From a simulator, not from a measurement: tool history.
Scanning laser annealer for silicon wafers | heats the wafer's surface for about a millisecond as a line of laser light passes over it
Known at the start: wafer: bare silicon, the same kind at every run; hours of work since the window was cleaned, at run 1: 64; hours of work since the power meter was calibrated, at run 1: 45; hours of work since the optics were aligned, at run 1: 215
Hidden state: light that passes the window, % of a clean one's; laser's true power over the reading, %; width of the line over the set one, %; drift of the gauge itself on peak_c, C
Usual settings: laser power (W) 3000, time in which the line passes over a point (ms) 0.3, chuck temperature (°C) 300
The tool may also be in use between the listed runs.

run,day,laser power (W),time in which the line passes over a point (ms),chuck temperature (°C),hours of work since the window was cleaned,hours of work since the power meter was calibrated,hours of work since the optics were aligned,highest temperature of the surface (°C)
1,0,3000,0.3,300,64,45,215,1098
2,0.183,3000,0.3,300,66,47,217,1096
3,0.579,3000,0.3,300,70,51,221,1098
4,0.971,3000,0.3,300,74,56,226,1101
5,1.308,3000,0.3,276,78,59,229,1071
6,1.496,3000,0.3,276,80,61,231,1076
7,1.888,3000,0.3,276,84,66,236,1073
8,2.208,3000,0.3,276,88,69,239,1074
9,2.388,3000,0.3,314,90,71,241,1110
10,2.771,3000,0.353,300,94,75,245,1178
11,3.079,3000,0.261,300,97,79,248,1035
12,3.471,2670,0.3,300,102,83,253,990
13,3.671,3000,0.3,300,104,85,255,1097
14,3.846,3000,0.3,300,106,87,257,1097
# day 4.008: laser's power meter calibrated
15,4.188,3000,0.3,300,108,2,259,1093
16,4.433,3000,0.3,300,111,5,262,1098
17,4.804,3000,0.3,300,115,9,266,1096
18,5.121,3000,0.3,300,118,12,269,1095
19,5.392,3000,0.3,300,121,15,272,1097
20,5.692,3000,0.3,300,124,18,276,1094
21,6.1,3000,0.3,300,129,23,280,1094
# day 6.412: laser's power meter calibrated, once more
22,6.625,2786,0.248,320,133,2,284,968
23,6.975,2786,0.248,320,137,6,288,964
24,7.338,2633,0.344,300,141,10,292,1033
25,7.717,2633,0.344,300,145,14,296,1029
26,8.054,2633,0.219,300,149,18,300,859
27,8.233,3042,0.372,324,151,20,302,1240
28,8.508,2759,0.3,328,154,23,305,1045
29,8.888,2932,0.375,261,158,27,309,1142
30,9.183,3262,0.338,300,161,30,312,1243
31,9.475,3262,0.338,300,164,33,315,1245
32,9.646,3262,0.338,300,166,35,317,1245
33,9.875,3262,0.338,300,168,38,320,1246
34,10.283,3262,0.338,300,173,42,324,1244
35,10.517,2944,0.213,300,175,45,327,931
36,10.933,2944,0.213,300,180,49,331,931
37,11.358,2944,0.213,300,185,54,336,934
38,11.771,2944,0.213,300,189,58,340,929
39,11.975,2944,0.213,300,191,60,342,928
40,12.267,3095,0.258,300,194,64,346,1051
41,12.45,3095,0.291,300,196,66,348,1107
42,12.658,2677,0.318,292,199,68,350,999

Some steps in highest temperature of the surface (°C) between neighbouring runs. How much of each would the tool show without its hidden state too (settings, what came in, random variation), and how much is left for the hidden state, with any gauge scatter that isn't in both results?
Run 26 -> 27: laser power (W) 2633 -> 3042, time in which the line passes over a point (ms) 0.219 -> 0.372, chuck temperature (°C) 300 -> 324. highest temperature of the surface (°C) +381: hidden state -8, all else +389.
Run 27 -> 28: laser power (W) 3042 -> 2759, time in which the line passes over a point (ms) 0.372 -> 0.3, chuck temperature (°C) 324 -> 328. highest temperature of the surface (°C) -195: hidden state +5, all else -200.
Run 34 -> 35: laser power (W) 3262 -> 2944, time in which the line passes over a point (ms) 0.338 -> 0.213. highest temperature of the surface (°C) -313: hidden state +8, all else -321.

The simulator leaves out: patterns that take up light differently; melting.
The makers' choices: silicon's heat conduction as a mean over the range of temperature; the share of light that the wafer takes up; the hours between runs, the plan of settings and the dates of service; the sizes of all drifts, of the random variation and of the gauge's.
